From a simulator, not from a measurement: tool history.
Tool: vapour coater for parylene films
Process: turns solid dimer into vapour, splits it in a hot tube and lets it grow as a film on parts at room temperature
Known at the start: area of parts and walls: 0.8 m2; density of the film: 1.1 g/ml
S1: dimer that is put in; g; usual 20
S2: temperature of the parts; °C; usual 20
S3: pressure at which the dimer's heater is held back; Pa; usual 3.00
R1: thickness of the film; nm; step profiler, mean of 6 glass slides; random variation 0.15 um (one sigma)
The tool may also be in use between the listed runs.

Run 1, hour 0.0: usual settings. Result: R1 17700 nm.
Run 2, hour 12.5: usual settings. Result: R1 17870 nm.
Run 3, hour 20.4: usual settings. Result: R1 17800 nm.
Run 4, hour 30.4: usual settings but S2 24 °C. Result: R1 15230 nm.
Run 5, hour 39.3: usual settings. Result: R1 17920 nm.
Run 6, hour 47.4: usual settings. Result: R1 18010 nm.
Run 7, hour 54.2: usual settings but S3 2.51 Pa. Result: R1 18420 nm.
Run 8, hour 67.9: usual settings but S3 2.51 Pa. Result: R1 18190 nm.
Run 9, hour 78.1: usual settings but S3 2.51 Pa. Result: R1 18440 nm.
Run 10, hour 87.2: usual settings but S1 10 g, S2 29 °C, S3 7.19 Pa. Result: R1 5380 nm.
Run 11, hour 101.8: usual settings but S1 10 g, S2 19 °C, S3 10.13 Pa. Result: R1 7500 nm.
At hour 103.9: table's thermometer calibrated.
Run 12, hour 116.5: usual settings but S1 25 g, S2 19 °C, S3 3.07 Pa. Result: R1 22730 nm.
Run 13, hour 129.8: usual settings but S1 25 g, S2 19 °C, S3 3.07 Pa. Result: R1 23030 nm.
Run 14, hour 141.9: usual settings but S1 25 g, S2 19 °C, S3 3.07 Pa. Result: R1 22970 nm.
At hour 146.6: table's thermometer calibrated, once more.
Run 15, hour 149.5: usual settings but S1 32 g, S3 4.91 Pa. Result: R1 25760 nm.
Run 16, hour 164.8: usual settings but S1 32 g, S3 4.91 Pa. Result: R1 25880 nm.
Run 17, hour 172.1: usual settings but S1 32 g, S2 19 °C, S3 4.91 Pa. Result: R1 26640 nm.

The same runs without the tool's hidden state, with the same run-to-run variation:
The hidden state here: vapour lost through the trap's worn valve, %; true temperature of the parts over the reading, C; drift of the gauge itself on film_um, %.
run     R1
  1  17830
  2  18030
  3  17980
  4  15390
  5  18120
  6  18240
  7  18660
  8  18450
  9  18720
 10   5470
 11   7630
 12  23170
 13  23510
 14  23470
 15  26510
 16  26680
 17  27470
